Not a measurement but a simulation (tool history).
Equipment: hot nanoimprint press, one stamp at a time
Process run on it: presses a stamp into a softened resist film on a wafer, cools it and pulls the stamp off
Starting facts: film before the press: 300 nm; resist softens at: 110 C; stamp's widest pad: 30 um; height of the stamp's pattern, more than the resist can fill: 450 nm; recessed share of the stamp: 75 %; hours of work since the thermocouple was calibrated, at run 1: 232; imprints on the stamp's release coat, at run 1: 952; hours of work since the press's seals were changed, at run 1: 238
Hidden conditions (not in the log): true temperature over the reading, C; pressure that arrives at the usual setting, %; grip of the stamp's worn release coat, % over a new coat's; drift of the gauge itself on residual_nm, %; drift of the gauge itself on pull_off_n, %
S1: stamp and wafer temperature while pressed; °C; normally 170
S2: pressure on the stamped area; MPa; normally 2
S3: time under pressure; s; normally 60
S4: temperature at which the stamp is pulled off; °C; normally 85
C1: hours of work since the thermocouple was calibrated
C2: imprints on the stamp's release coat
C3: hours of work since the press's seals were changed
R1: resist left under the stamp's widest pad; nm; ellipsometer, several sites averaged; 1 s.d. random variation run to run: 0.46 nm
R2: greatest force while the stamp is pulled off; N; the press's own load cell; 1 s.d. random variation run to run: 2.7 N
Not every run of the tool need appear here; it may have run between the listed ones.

{"run": 1, "day": 0.0, "S1": 170, "S2": 2, "S3": 60, "S4": 85, "C1": 232, "C2": 952, "C3": 238, "R1": 126.1, "R2": 179}
{"run": 2, "day": 0.379, "S1": 170, "S2": 2, "S3": 118, "S4": 85, "C1": 237, "C2": 984, "C3": 244, "R1": 100.2, "R2": 188}
{"run": 3, "day": 0.75, "S1": 170, "S2": 2, "S3": 118, "S4": 85, "C1": 242, "C2": 1016, "C3": 249, "R1": 100.5, "R2": 187}
{"run": 4, "day": 1.212, "S1": 170, "S2": 2, "S3": 118, "S4": 85, "C1": 249, "C2": 1056, "C3": 255, "R1": 99.5, "R2": 184}
{"day": 1.912, "done": "stamp cleaned and given a new release coat"}
{"run": 5, "day": 1.958, "S1": 170, "S2": 2, "S3": 118, "S4": 85, "C1": 255, "C2": 4, "C3": 262, "R1": 99.5, "R2": 128}
{"run": 6, "day": 2.375, "S1": 170, "S2": 2, "S3": 60, "S4": 85, "C1": 261, "C2": 39, "C3": 268, "R1": 125.8, "R2": 123}
{"run": 7, "day": 2.929, "S1": 170, "S2": 2, "S3": 60, "S4": 85, "C1": 269, "C2": 87, "C3": 275, "R1": 125.3, "R2": 129}
{"run": 8, "day": 3.421, "S1": 170, "S2": 2, "S3": 62, "S4": 85, "C1": 276, "C2": 129, "C3": 282, "R1": 124.7, "R2": 136}
{"run": 9, "day": 3.754, "S1": 170, "S2": 2, "S3": 62, "S4": 85, "C1": 280, "C2": 158, "C3": 287, "R1": 124.3, "R2": 137}
{"run": 10, "day": 4.104, "S1": 170, "S2": 2, "S3": 62, "S4": 85, "C1": 285, "C2": 188, "C3": 291, "R1": 124.3, "R2": 137}
{"run": 11, "day": 4.417, "S1": 170, "S2": 2, "S3": 60, "S4": 92, "C1": 289, "C2": 215, "C3": 296, "R1": 125.3, "R2": 118}
{"run": 12, "day": 4.654, "S1": 170, "S2": 2, "S3": 60, "S4": 92, "C1": 292, "C2": 236, "C3": 299, "R1": 125.5, "R2": 111}
{"run": 13, "day": 4.912, "S1": 164, "S2": 2, "S3": 60, "S4": 85, "C1": 296, "C2": 258, "C3": 302, "R1": 164.5, "R2": 134}
{"run": 14, "day": 5.279, "S1": 164, "S2": 2, "S3": 60, "S4": 85, "C1": 301, "C2": 290, "C3": 307, "R1": 164.2, "R2": 141}
{"run": 15, "day": 5.55, "S1": 180, "S2": 2, "S3": 60, "S4": 85, "C1": 305, "C2": 313, "C3": 311, "R1": 81.3, "R2": 144}
{"run": 16, "day": 5.992, "S1": 180, "S2": 2, "S3": 60, "S4": 85, "C1": 311, "C2": 351, "C3": 317, "R1": 81.7, "R2": 145}
{"run": 17, "day": 6.508, "S1": 180, "S2": 2, "S3": 79, "S4": 85, "C1": 318, "C2": 395, "C3": 324, "R1": 73.8, "R2": 149}
{"run": 18, "day": 6.779, "S1": 170, "S2": 2, "S3": 42, "S4": 82, "C1": 322, "C2": 419, "C3": 328, "R1": 140.8, "R2": 156}
{"run": 19, "day": 7.162, "S1": 170, "S2": 2, "S3": 42, "S4": 82, "C1": 327, "C2": 452, "C3": 333, "R1": 140.8, "R2": 159}
{"run": 20, "day": 7.404, "S1": 170, "S2": 2, "S3": 42, "S4": 82, "C1": 330, "C2": 473, "C3": 337, "R1": 140.7, "R2": 156}
{"run": 21, "day": 7.938, "S1": 179, "S2": 3.14, "S3": 100, "S4": 75, "C1": 338, "C2": 518, "C3": 344, "R1": 53.6, "R2": 193}
{"run": 22, "day": 8.492, "S1": 170, "S2": 2.01, "S3": 111, "S4": 85, "C1": 345, "C2": 566, "C3": 352, "R1": 101.8, "R2": 156}
{"run": 23, "day": 9.004, "S1": 170, "S2": 2.01, "S3": 111, "S4": 85, "C1": 352, "C2": 610, "C3": 359, "R1": 101.5, "R2": 157}
{"run": 24, "day": 9.4, "S1": 174, "S2": 2.01, "S3": 91, "S4": 85, "C1": 358, "C2": 644, "C3": 364, "R1": 90.9, "R2": 161}
{"run": 25, "day": 9.658, "S1": 174, "S2": 2.01, "S3": 91, "S4": 85, "C1": 361, "C2": 666, "C3": 368, "R1": 90.6, "R2": 163}
{"run": 26, "day": 9.958, "S1": 174, "S2": 2.01, "S3": 91, "S4": 85, "C1": 365, "C2": 692, "C3": 372, "R1": 90.7, "R2": 157}
{"run": 27, "day": 10.183, "S1": 170, "S2": 2, "S3": 113, "S4": 83, "C1": 368, "C2": 712, "C3": 375, "R1": 100.7, "R2": 175}
{"run": 28, "day": 10.638, "S1": 179, "S2": 1.96, "S3": 35, "S4": 93, "C1": 375, "C2": 751, "C3": 381, "R1": 103, "R2": 140}
{"run": 29, "day": 11.05, "S1": 179, "S2": 1.93, "S3": 53, "S4": 93, "C1": 380, "C2": 786, "C3": 387, "R1": 90.9, "R2": 149}
{"run": 30, "day": 11.35, "S1": 179, "S2": 1.93, "S3": 53, "S4": 93, "C1": 384, "C2": 812, "C3": 391, "R1": 90.4, "R2": 141}

What if the next run were any one of these 4? Each begins from the tool's condition after run 30:
{"run": "A", "day": 11.796, "S1": 165, "S2": 1.93, "S3": 104, "S4": 93, "C1": 390, "C2": 851, "C3": 397, "R1": "?", "R2": "?"}
{"run": "B", "day": 11.796, "S1": 164, "S2": 1.93, "S3": 53, "S4": 93, "C1": 390, "C2": 851, "C3": 397, "R1": "?", "R2": "?"}
{"run": "C", "day": 11.796, "S1": 176, "S2": 1.52, "S3": 45, "S4": 93, "C1": 390, "C2": 851, "C3": 397, "R1": "?", "R2": "?"}
{"run": "D", "day": 11.796, "S1": 176, "S2": 2.28, "S3": 53, "S4": 93, "C1": 390, "C2": 851, "C3": 397, "R1": "?", "R2": "?"}

run=A R1=133.7 R2=144
run=B R1=172.1 R2=150
run=C R1=124.4 R2=143
run=D R1=93.2 R2=140
The same runs, with their run-to-run variation unchanged, on a tool lacking any hidden condition would have given:
run=A R1=135.6 R2=103
run=B R1=174.3 R2=107
run=C R1=126 R2=103
run=D R1=94 R2=100
